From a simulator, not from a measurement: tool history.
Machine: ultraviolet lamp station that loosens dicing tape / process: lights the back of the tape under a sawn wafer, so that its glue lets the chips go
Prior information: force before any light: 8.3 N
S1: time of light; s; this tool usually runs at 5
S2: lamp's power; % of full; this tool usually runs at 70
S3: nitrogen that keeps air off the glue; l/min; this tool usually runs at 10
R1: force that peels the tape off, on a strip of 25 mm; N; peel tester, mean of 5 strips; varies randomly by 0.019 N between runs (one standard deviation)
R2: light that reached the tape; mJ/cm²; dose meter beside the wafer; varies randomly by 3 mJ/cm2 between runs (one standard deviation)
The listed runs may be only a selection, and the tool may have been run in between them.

Run 1, hour 0: usual settings. Result: R1 0.932 N, R2 437 mJ/cm².
Run 2, hour 46: usual settings. Result: R1 0.906 N, R2 437 mJ/cm².
Run 3, hour 71.2: usual settings. Result: R1 0.912 N, R2 431 mJ/cm².
Run 4, hour 115.4: usual settings. Result: R1 0.925 N, R2 432 mJ/cm².
Run 5, hour 140.9: usual settings. Result: R1 0.94 N, R2 431 mJ/cm².
Run 6, hour 182.8: usual settings. Result: R1 0.96 N, R2 437 mJ/cm².
Run 7, hour 232.7: usual settings. Result: R1 0.967 N, R2 435 mJ/cm².
At hour 237.2: window cleaned of glue's vapour.
Run 8, hour 280.2: usual settings. Result: R1 0.923 N, R2 434 mJ/cm².
Run 9, hour 326.7: usual settings. Result: R1 0.944 N, R2 436 mJ/cm².
Run 10, hour 354.4: usual settings. Result: R1 0.928 N, R2 437 mJ/cm².
Run 11, hour 382.7: usual settings. Result: R1 0.951 N, R2 431 mJ/cm².
Run 12, hour 430.1: usual settings. Result: R1 0.933 N, R2 429 mJ/cm².
Run 13, hour 464: usual settings. Result: R1 0.958 N, R2 441 mJ/cm².
Run 14, hour 511.4: usual settings. Result: R1 0.964 N, R2 436 mJ/cm².
Run 15, hour 548.3: usual settings. Result: R1 0.935 N, R2 436 mJ/cm².
Run 16, hour 594: usual settings. Result: R1 0.96 N, R2 431 mJ/cm².
Run 17, hour 636.4: usual settings. Result: R1 0.937 N, R2 433 mJ/cm².
Run 18, hour 668.2: usual settings. Result: R1 0.921 N, R2 432 mJ/cm².
Run 19, hour 706: usual settings. Result: R1 0.941 N, R2 435 mJ/cm².
Run 20, hour 733.7: usual settings. Result: R1 0.948 N, R2 431 mJ/cm².
Run 21, hour 758.2: usual settings. Result: R1 0.962 N, R2 440 mJ/cm².
Run 22, hour 800.7: usual settings. Result: R1 0.971 N, R2 436 mJ/cm².
Run 23, hour 838.7: usual settings but S2 80 % of full, S3 3 l/min. Result: R1 1.283 N, R2 499 mJ/cm².
Run 24, hour 869.3: usual settings but S1 3 s, S2 73 % of full, S3 5 l/min. Result: R1 2.524 N, R2 271 mJ/cm².
Run 25, hour 915.1: usual settings but S1 3 s, S2 73 % of full, S3 5 l/min. Result: R1 2.374 N, R2 269 mJ/cm².
Run 26, hour 961.4: usual settings but S2 69 % of full, S3 5 l/min. Result: R1 1.345 N, R2 425 mJ/cm².
Run 27, hour 987.7: usual settings but S3 5 l/min. Result: R1 1.339 N, R2 436 mJ/cm².
Run 28, hour 1011.9: usual settings but S1 4 s, S2 75 % of full. Result: R1 1.225 N, R2 372 mJ/cm².
At hour 1035.6: window cleaned of glue's vapour.
Run 29, hour 1041: usual settings but S1 2 s, S2 87 % of full. Result: R1 2.691 N, R2 218 mJ/cm².
Run 30, hour 1080.6: usual settings but S1 6 s. Result: R1 0.641 N, R2 518 mJ/cm².
Run 31, hour 1102.6: usual settings. Result: R1 0.934 N, R2 431 mJ/cm².
Run 32, hour 1149: usual settings but S2 99 % of full. Result: R1 0.487 N, R2 613 mJ/cm².
Run 33, hour 1195.1: usual settings but S1 8 s, S2 79 % of full, S3 20 l/min. Result: R1 0.29 N, R2 786 mJ/cm².
Run 34, hour 1243: usual settings but S2 86 % of full, S3 7 l/min. Result: R1 0.729 N, R2 536 mJ/cm².
At hour 1264.4: lamp changed.
Run 35, hour 1272.1: usual settings but S1 3 s, S2 91 % of full. Result: R1 1.457 N, R2 333 mJ/cm².
Run 36, hour 1302.7: usual settings but S1 2 s, S2 91 % of full. Result: R1 2.538 N, R2 225 mJ/cm².
Run 37, hour 1336.4: usual settings but S1 2 s, S2 91 % of full. Result: R1 2.554 N, R2 226 mJ/cm².
Run 38, hour 1377.7: usual settings but S3 12 l/min. Result: R1 0.885 N, R2 439 mJ/cm².
Run 39, hour 1398: usual settings but S1 2 s. Result: R1 3.389 N, R2 175 mJ/cm².
Run 40, hour 1441.2: usual settings but S2 98 % of full, S3 8 l/min. Result: R1 0.549 N, R2 610 mJ/cm².
Run 41, hour 1475.9: usual settings but S2 98 % of full, S3 8 l/min. Result: R1 0.55 N, R2 611 mJ/cm².
Run 42, hour 1508.8: usual settings but S2 98 % of full, S3 8 l/min. Result: R1 0.549 N, R2 609 mJ/cm².
Run 43, hour 1536.4: usual settings but S2 98 % of full, S3 8 l/min. Result: R1 0.536 N, R2 604 mJ/cm².
Run 44, hour 1563.2: usual settings but S2 79 % of full. Result: R1 0.732 N, R2 496 mJ/cm².

Below are 3 alternative next runs, each starting from the tool's condition after run 44. Predict each:
Run A, hour 1602.9: usual settings but S2 88 % of full, S3 19 l/min. Result: R1 ?, R2 ?.
Run B, hour 1602.9: usual settings but S1 4 s, S2 71 % of full, S3 15 l/min. Result: R1 ?, R2 ?.
Run C, hour 1602.9: usual settings but S3 5 l/min. Result: R1 ?, R2 ?.

run     R1   R2
  A  0.491  548
  B   1.19  353
  C  1.291  435
With no hidden state in the tool, these same runs would have given:
run     R1   R2
  A  0.489  549
  B  1.186  354
  C  1.286  436
